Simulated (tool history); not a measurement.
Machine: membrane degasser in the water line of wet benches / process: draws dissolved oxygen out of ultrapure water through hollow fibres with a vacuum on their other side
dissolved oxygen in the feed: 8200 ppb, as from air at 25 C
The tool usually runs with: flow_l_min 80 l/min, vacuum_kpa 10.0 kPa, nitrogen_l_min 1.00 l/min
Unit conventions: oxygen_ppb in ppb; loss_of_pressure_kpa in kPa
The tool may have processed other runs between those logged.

run	hour	flow_l_min	vacuum_kpa	nitrogen_l_min	oxygen_ppb	loss_of_pressure_kpa
1	0.0	80	10.0	1.00	973.5	62.12
2	56.9	80	10.0	1.00	964.4	61.38
3	88.4	80	10.0	1.00	968.8	62.50
4	125.1	81	10.0	1.00	977.1	63.33
5	168.7	81	10.0	1.00	976.9	63.26
6	199.2	71	10.0	1.00	875.8	55.76
7	232.1	80	10.0	1.00	976.2	62.21
8	286.9	80	10.0	1.00	970.9	62.41
9	315.4	80	7.4	1.00	673.3	62.76
10	368.4	80	7.4	1.99	467.9	62.26
11	404.4	80	7.4	1.99	469.2	63.02
12	442.7	80	7.4	1.99	470.8	62.53
13	469.2	80	10.0	0.56	1298.5	62.75
14	513.3	80	10.0	0.56	1308.3	63.29
15	548.0	80	14.5	0.56	1960.2	62.85
16	608.6	127	7.4	0.56	1333.8	99.73
17	664.1	67	6.9	1.43	418.7	53.22
18	694.5	82	22.2	1.00	2195.1	64.41
19	736.7	65	16.9	0.86	1594.0	51.40

Run 20 is up next; what results do you expect?
20	781.6	60	8.8	1.08	?	?

oxygen_ppb: 614.0 ppb
loss_of_pressure_kpa: 47.61 kPa
On a tool with no hidden condition, and with the same random variation, this run would have come out at oxygen_ppb 595.5 ppb, loss_of_pressure_kpa 47.04 kPa.
